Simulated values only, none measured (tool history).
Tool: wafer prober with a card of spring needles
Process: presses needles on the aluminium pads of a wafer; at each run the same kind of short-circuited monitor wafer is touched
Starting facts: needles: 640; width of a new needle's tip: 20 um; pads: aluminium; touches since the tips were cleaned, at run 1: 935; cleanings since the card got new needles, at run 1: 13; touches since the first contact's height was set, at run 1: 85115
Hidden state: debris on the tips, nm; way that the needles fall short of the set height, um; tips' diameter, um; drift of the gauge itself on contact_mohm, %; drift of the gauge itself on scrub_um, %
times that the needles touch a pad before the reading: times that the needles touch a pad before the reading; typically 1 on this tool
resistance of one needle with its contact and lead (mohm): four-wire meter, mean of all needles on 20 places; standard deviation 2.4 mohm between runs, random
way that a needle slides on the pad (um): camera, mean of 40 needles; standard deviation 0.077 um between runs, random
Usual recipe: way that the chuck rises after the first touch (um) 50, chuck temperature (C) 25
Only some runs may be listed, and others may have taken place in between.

run   hour  way that the chuck rises after the first touch (um)  chuck temperature (C)  times that the needles touch a pad before the reading  touches since the tips were cleaned  cleanings since the card got new needles  touches since the first contact's height was set  resistance of one needle with its contact and lead (mohm)  way that a needle slides on the pad (um)
  1      0                                                   50                     25                                                      1                                  935                                        13                                             85115                                                        277                                      7.48
       8.9  -- tips cleaned on abrasive film
  2   10.1                                                   50                     25                                                      1                                  647                                        14                                             90464                                                        274                                      7.64
  3   15.9                                                   50                     25                                                      1                                 3715                                        14                                             93532                                                        274                                      7.71
      19.7  -- tips cleaned on abrasive film
  4   24.9                                                   60                     25                                                      1                                 2750                                        15                                             98275                                                        268                                       9.2
      30.8  -- tips cleaned on abrasive film
  5   31.3                                                   60                     25                                                      1                                  229                                        16                                            101612                                                        269                                      9.19
  6   37.2                                                   60                     25                                                      1                                 3372                                        16                                            104755                                                        269                                       9.2
      41.3  -- tips cleaned on abrasive film
  7   45.8                                                   60                     25                                                      1                                 2400                                        17                                            109325                                                        267                                      9.07
      51.9  -- tips cleaned on abrasive film
  8   52.6                                                   50                     25                                                      1                                  383                                        18                                            112868                                                        279                                       7.6
  9   57.2                                                   50                     25                                                      1                                 2818                                        18                                            115303                                                        280                                      7.71
      62.5  -- tips cleaned on abrasive film
 10   67.3                                                   50                     25                                                      1                                 2548                                        19                                            120641                                                        276                                      7.58
      73.5  -- tips cleaned on abrasive film
 11   77.2                                                   34                     25                                                      2                                 1936                                        20                                            125844                                                        282                                       5.2
      84.1  -- tips cleaned on abrasive film
 12   85.2                                                   57                     25                                                      1                                  571                                        21                                            130073                                                        273                                      8.81
      94.6  -- tips cleaned on abrasive film
 13   94.8                                                   46                     26                                                      2                                  129                                        22                                            135142                                                        274                                      7.03
 14  103.4                                                   46                     26                                                      2                                 4708                                        22                                            139721                                                        278                                      6.99
     105.3  -- tips cleaned on abrasive film
 15  110.4                                                   43                    119                                                      1                                 2764                                        23                                            143415                                                        310                                      6.65
     115.9  -- tips cleaned on abrasive film
 16    117                                                   43                     42                                                      1                                  576                                        24                                            146838                                                        284                                      6.65
 17  121.7                                                   62                     32                                                      1                                 3091                                        24                                            149353                                                        271                                      9.42

Each row is a separate what-if for the run after 17, all from the same tool condition, not one after another. Results?
     126.3  -- tips cleaned on abrasive film
  A  126.3                                                   34                     95                                                      1                                    0                                        25                                            151771                                                          ?                                         ?
     126.3  -- tips cleaned on abrasive film
  B  126.3                                                   51                     32                                                      1                                    0                                        25                                            151771                                                          ?                                         ?
     126.3  -- tips cleaned on abrasive film
  C  126.3                                                   62                     33                                                      2                                    0                                        25                                            151771                                                          ?                                         ?

run  resistance of one needle with its contact and lead (mohm)  way that a needle slides on the pad (um)
  A                                                        312                                      5.19
  B                                                        281                                      7.73
  C                                                        267                                      9.38
With no hidden state in the tool, these same runs would have given:
run  resistance of one needle with its contact and lead (mohm)  way that a needle slides on the pad (um)
  A                                                        312                                      5.19
  B                                                        281                                      7.74
  C                                                        267                                      9.38
